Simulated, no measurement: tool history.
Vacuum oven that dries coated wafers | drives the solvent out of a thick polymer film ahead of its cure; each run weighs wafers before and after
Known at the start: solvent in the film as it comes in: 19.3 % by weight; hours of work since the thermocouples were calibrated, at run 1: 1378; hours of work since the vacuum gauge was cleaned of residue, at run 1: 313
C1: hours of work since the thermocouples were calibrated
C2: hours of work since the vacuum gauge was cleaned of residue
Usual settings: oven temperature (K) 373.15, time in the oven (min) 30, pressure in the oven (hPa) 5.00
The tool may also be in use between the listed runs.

{"run": 1, "day": 0.0, "oven temperature (K)": 373.15, "time in the oven (min)": 30, "pressure in the oven (hPa)": 5.0, "C1": 1378, "C2": 313, "solvent left in the film (%)": 0.94}
{"run": 2, "day": 0.588, "oven temperature (K)": 373.15, "time in the oven (min)": 30, "pressure in the oven (hPa)": 5.0, "C1": 1384, "C2": 320, "solvent left in the film (%)": 0.96}
{"run": 3, "day": 1.142, "oven temperature (K)": 373.15, "time in the oven (min)": 30, "pressure in the oven (hPa)": 5.0, "C1": 1390, "C2": 325, "solvent left in the film (%)": 0.95}
{"run": 4, "day": 1.742, "oven temperature (K)": 373.15, "time in the oven (min)": 30, "pressure in the oven (hPa)": 5.0, "C1": 1396, "C2": 332, "solvent left in the film (%)": 0.95}
{"run": 5, "day": 2.404, "oven temperature (K)": 373.15, "time in the oven (min)": 30, "pressure in the oven (hPa)": 5.0, "C1": 1403, "C2": 338, "solvent left in the film (%)": 0.96}
{"run": 6, "day": 3.046, "oven temperature (K)": 373.15, "time in the oven (min)": 30, "pressure in the oven (hPa)": 5.0, "C1": 1410, "C2": 345, "solvent left in the film (%)": 0.97}
{"run": 7, "day": 3.412, "oven temperature (K)": 373.15, "time in the oven (min)": 30, "pressure in the oven (hPa)": 5.0, "C1": 1414, "C2": 349, "solvent left in the film (%)": 0.92}
{"run": 8, "day": 3.842, "oven temperature (K)": 373.15, "time in the oven (min)": 47, "pressure in the oven (hPa)": 5.0, "C1": 1418, "C2": 353, "solvent left in the film (%)": 0.45}
{"run": 9, "day": 4.192, "oven temperature (K)": 373.15, "time in the oven (min)": 47, "pressure in the oven (hPa)": 5.0, "C1": 1422, "C2": 357, "solvent left in the film (%)": 0.45}
{"run": 10, "day": 4.921, "oven temperature (K)": 373.15, "time in the oven (min)": 30, "pressure in the oven (hPa)": 5.0, "C1": 1429, "C2": 365, "solvent left in the film (%)": 0.95}
{"run": 11, "day": 5.271, "oven temperature (K)": 373.15, "time in the oven (min)": 30, "pressure in the oven (hPa)": 5.0, "C1": 1433, "C2": 368, "solvent left in the film (%)": 0.96}
{"run": 12, "day": 5.708, "oven temperature (K)": 373.15, "time in the oven (min)": 30, "pressure in the oven (hPa)": 13.39, "C1": 1438, "C2": 373, "solvent left in the film (%)": 1.44}
{"run": 13, "day": 6.429, "oven temperature (K)": 373.15, "time in the oven (min)": 30, "pressure in the oven (hPa)": 5.0, "C1": 1445, "C2": 380, "solvent left in the film (%)": 0.96}
{"run": 14, "day": 7.017, "oven temperature (K)": 379.15, "time in the oven (min)": 22, "pressure in the oven (hPa)": 5.0, "C1": 1451, "C2": 386, "solvent left in the film (%)": 0.81}
{"day": 7.158, "done": "oven's thermocouples calibrated"}
{"run": 15, "day": 7.638, "oven temperature (K)": 373.15, "time in the oven (min)": 34, "pressure in the oven (hPa)": 7.94, "C1": 5, "C2": 392, "solvent left in the film (%)": 0.82}
{"run": 16, "day": 8.462, "oven temperature (K)": 373.15, "time in the oven (min)": 34, "pressure in the oven (hPa)": 7.94, "C1": 14, "C2": 400, "solvent left in the film (%)": 0.84}
{"day": 9.267, "done": "oven's thermocouples calibrated, once more"}
{"run": 17, "day": 9.312, "oven temperature (K)": 373.15, "time in the oven (min)": 34, "pressure in the oven (hPa)": 7.94, "C1": 0, "C2": 408, "solvent left in the film (%)": 1.25}
{"run": 18, "day": 9.992, "oven temperature (K)": 373.15, "time in the oven (min)": 34, "pressure in the oven (hPa)": 3.05, "C1": 8, "C2": 415, "solvent left in the film (%)": 0.92}
{"run": 19, "day": 10.654, "oven temperature (K)": 373.15, "time in the oven (min)": 34, "pressure in the oven (hPa)": 3.05, "C1": 14, "C2": 422, "solvent left in the film (%)": 0.91}
{"run": 20, "day": 11.475, "oven temperature (K)": 365.15, "time in the oven (min)": 18, "pressure in the oven (hPa)": 5.0, "C1": 23, "C2": 431, "solvent left in the film (%)": 5.98}
{"run": 21, "day": 11.842, "oven temperature (K)": 360.15, "time in the oven (min)": 21, "pressure in the oven (hPa)": 17.96, "C1": 27, "C2": 435, "solvent left in the film (%)": 7.91}
{"run": 22, "day": 12.304, "oven temperature (K)": 374.15, "time in the oven (min)": 39, "pressure in the oven (hPa)": 10.7, "C1": 31, "C2": 439, "solvent left in the film (%)": 1.06}
{"run": 23, "day": 12.846, "oven temperature (K)": 373.15, "time in the oven (min)": 30, "pressure in the oven (hPa)": 18.09, "C1": 37, "C2": 445, "solvent left in the film (%)": 2.13}
{"run": 24, "day": 13.467, "oven temperature (K)": 373.15, "time in the oven (min)": 23, "pressure in the oven (hPa)": 5.71, "C1": 44, "C2": 451, "solvent left in the film (%)": 2.2}
{"run": 25, "day": 14.129, "oven temperature (K)": 381.15, "time in the oven (min)": 46, "pressure in the oven (hPa)": 4.18, "C1": 50, "C2": 458, "solvent left in the film (%)": 0.31}

Hidden state or all else? Some run-to-run changes of solvent left in the film (%), split into what the settings, what came in and random variation would give without the hidden state, and what is left for the hidden state (with any gauge scatter that isn't in both results):
The hidden state here: true wafer temperature over the reading, C; true pressure over the reading, kPa; drift of the gauge itself on solvent_pct, %.
Run 7 -> 8: time in the oven (min) 30 -> 47. solvent left in the film (%) -0.47: hidden state +0.28, all else -0.75.
Run 16 -> 17: oven's thermocouples calibrated, once more. solvent left in the film (%) +0.41: hidden state +0.39, all else +0.02.
Run 19 -> 20: oven temperature (K) 373.15 -> 365.15, time in the oven (min) 34 -> 18, pressure in the oven (hPa) 3.05 -> 5.00. solvent left in the film (%) +5.07: hidden state -0.06, all else +5.13.
Run 21 -> 22: oven temperature (K) 360.15 -> 374.15, time in the oven (min) 21 -> 39, pressure in the oven (hPa) 17.96 -> 10.70. solvent left in the film (%) -6.85: hidden state +0.07, all else -6.92.
